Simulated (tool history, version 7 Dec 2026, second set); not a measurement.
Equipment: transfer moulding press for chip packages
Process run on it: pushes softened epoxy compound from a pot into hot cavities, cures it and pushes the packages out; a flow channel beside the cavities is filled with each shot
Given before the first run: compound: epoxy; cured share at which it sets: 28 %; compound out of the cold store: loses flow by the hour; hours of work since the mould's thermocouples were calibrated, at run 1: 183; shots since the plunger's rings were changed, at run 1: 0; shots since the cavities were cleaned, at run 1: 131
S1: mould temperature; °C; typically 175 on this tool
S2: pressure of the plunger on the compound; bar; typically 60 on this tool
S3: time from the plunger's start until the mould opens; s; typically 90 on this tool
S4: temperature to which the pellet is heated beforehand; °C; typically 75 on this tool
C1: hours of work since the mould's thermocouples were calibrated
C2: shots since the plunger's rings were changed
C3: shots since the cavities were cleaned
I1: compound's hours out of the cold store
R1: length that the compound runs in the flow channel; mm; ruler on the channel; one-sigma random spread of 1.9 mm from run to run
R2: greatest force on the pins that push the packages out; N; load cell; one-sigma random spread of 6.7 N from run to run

run,hour,S1,S2,S3,S4,C1,C2,C3,I1,R1,R2
1,0,175,60,90,75,183,0,131,22.4,594,375
2,18,175,60,108,75,195,217,348,46.1,544,370
3,37.6,175,63.9,90,75,208,452,583,41.1,573,551
4,46.7,175,63.9,90,75,214,562,693,19.9,607,601
# hour 51.1: cavities cleaned with cleaning compound and waxed
5,57.9,175,63.9,90,75,220,680,82,46.1,560,632
6,67.8,175,56.9,90,75,226,799,201,22.3,571,662
7,87.9,175,56.9,90,75,239,1041,443,36.1,544,623
8,99.5,175,56.9,90,75,247,1181,583,16.8,574,661
9,110.3,175,56.9,90,75,254,1311,713,28.4,553,674
# hour 113.4: cavities cleaned with cleaning compound and waxed
10,126.3,175,56.9,90,75,263,1486,156,44.3,526,393
# hour 145.3: cavities cleaned with cleaning compound and waxed, once more
11,147.9,175,56.9,90,75,276,1729,32,28.6,552,304
12,156.7,175,56.9,90,75,282,1835,138,18,570,413
13,169.8,175,56.9,90,75,291,1993,296,32.1,541,475
14,186.1,175,56.9,90,66,301,2189,492,33.3,541,547
15,196.3,175,56.9,128,66,308,2312,615,9.5,583,415
16,204.8,180,60,90,75,313,2415,718,25.9,560,468
# hour 207.4: cavities cleaned with cleaning compound and waxed
17,224.7,180,60,90,75,325,2636,208,40.4,530,339
18,240.9,175,66,90,85,336,2832,404,12.1,618,532
19,259.6,175,60,95,66,348,3058,630,29.6,553,528
# hour 269.6: cavities cleaned with cleaning compound and waxed
20,281.7,179,60,113,80,361,3305,146,19.7,567,304
21,300.2,168,71,128,70,373,3529,370,22.1,634,401
22,309.2,174,60,90,75,379,3637,478,44.1,528,557
# hour 312.6: mould's thermocouples calibrated
23,326.7,174,60,90,75,9,3824,665,39.6,533,591
# hour 334.4: cavities cleaned with cleaning compound and waxed
24,345.8,174,60,90,75,21,4036,137,30.3,546,407
25,358,182,60.1,90,78,28,4183,284,9.3,571,352
26,373.1,180,55.9,116,73,38,4365,466,21.1,533,376
27,382.2,175,60.5,90,75,44,4475,576,21.1,561,551
# hour 396.6: cavities cleaned with cleaning compound and waxed
28,401.1,175,60.5,90,75,55,4685,54,46.1,516,309

Predict each of these 4 candidate next runs independently; none follows another, all start after run 28:
A,419.4,178,46.1,90,81,67,4906,275,30.8,?,?
B,419.4,175,60.5,77,77,67,4906,275,44.4,?,?
C,419.4,175,49.8,90,75,67,4906,275,46.6,?,?
D,419.4,179,71.3,89,75,67,4906,275,41.6,?,?

run,R1,R2
A,469,404
B,517,641
C,467,443
D,558,384
Take away the tool's hidden state, keep each run's random variation, and the runs would have read:
run,R1,R2
A,501,235
B,552,374
C,499,255
D,595,225
